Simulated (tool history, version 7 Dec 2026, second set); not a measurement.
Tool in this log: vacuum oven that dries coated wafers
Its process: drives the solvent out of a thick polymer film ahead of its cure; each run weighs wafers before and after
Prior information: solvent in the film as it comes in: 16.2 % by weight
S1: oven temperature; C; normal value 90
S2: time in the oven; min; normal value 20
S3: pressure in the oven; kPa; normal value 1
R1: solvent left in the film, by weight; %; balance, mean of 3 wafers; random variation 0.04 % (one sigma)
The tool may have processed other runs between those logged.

run   hour  S1  S2    S3    R1
  1      0  90  20     1  2.86
  2   29.6  90  20     1  2.83
  3   63.2  90  20     1   2.8
  4  100.4  90  20     1  2.79
  5  135.2  90  20     1  2.77
  6  176.7  97  18  1.91  2.05
  7  198.1  82  15  1.91   6.4
  8  216.8  82  15  1.91  6.32
  9    243  82  15  1.91  6.34
 10  262.4  76  27     1   5.1

Difference, measured minus no-hidden-state, one row per run. Run-to-run variation is common to both terms; the gauge's own scatter need not be:
What the log doesn't record here: true wafer temperature over the reading, C; true pressure over the reading, kPa; drift of the gauge itself on solvent_pct, %.
run     R1
  1   -0.1
  2   -0.1
  3  -0.11
  4  -0.11
  5  -0.11
  6  -0.09
  7  -0.16
  8  -0.16
  9  -0.16
 10  -0.15
